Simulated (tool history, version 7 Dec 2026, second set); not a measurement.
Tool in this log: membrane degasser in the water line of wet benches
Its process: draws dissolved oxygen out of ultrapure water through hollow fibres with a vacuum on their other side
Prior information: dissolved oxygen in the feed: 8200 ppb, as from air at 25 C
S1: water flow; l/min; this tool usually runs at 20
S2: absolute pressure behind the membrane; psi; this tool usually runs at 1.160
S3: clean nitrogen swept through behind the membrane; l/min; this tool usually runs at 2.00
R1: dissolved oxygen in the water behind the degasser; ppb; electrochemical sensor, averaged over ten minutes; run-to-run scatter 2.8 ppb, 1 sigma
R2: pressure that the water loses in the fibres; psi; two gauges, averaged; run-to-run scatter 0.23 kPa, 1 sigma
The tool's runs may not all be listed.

run	day	S1	S2	S3	R1	R2
1	0.000	20	1.160	2.00	309.1	8.675
2	9.300	20	1.160	2.00	309.7	8.631
3	18.896	20	1.160	1.40	346.5	8.681
4	25.700	20	1.160	1.40	354.8	8.712
5	31.317	20	1.160	1.40	352.2	8.746
6	38.158	20	1.848	2.00	407.4	8.753
7	47.212	20	1.848	2.00	419.5	8.743
# day 49.242: vacuum gauge calibrated
8	51.546	20	1.160	4.55	263.0	8.750
9	55.862	20	1.160	2.38	303.9	8.814
10	64.579	20	1.160	2.38	301.2	8.795
11	74.725	20	1.160	2.38	303.6	8.839
# day 78.588: vacuum gauge calibrated, once more
12	79.896	20	1.160	2.38	302.4	8.804
13	88.175	20	2.627	2.00	535.4	8.786
14	93.200	20	2.091	2.00	457.7	8.844
15	98.658	20	2.091	2.00	460.2	8.724
16	103.521	20	2.091	2.00	468.6	8.788

What does the tool deliver on the next run?
17	108.962	25	1.160	2.00	?	?

For run 17 the tool returned R1 492.5 ppb, R2 11.084 psi.
Without the tool's hidden state the same run would have given R1 423.3 ppb, R2 10.385 psi.
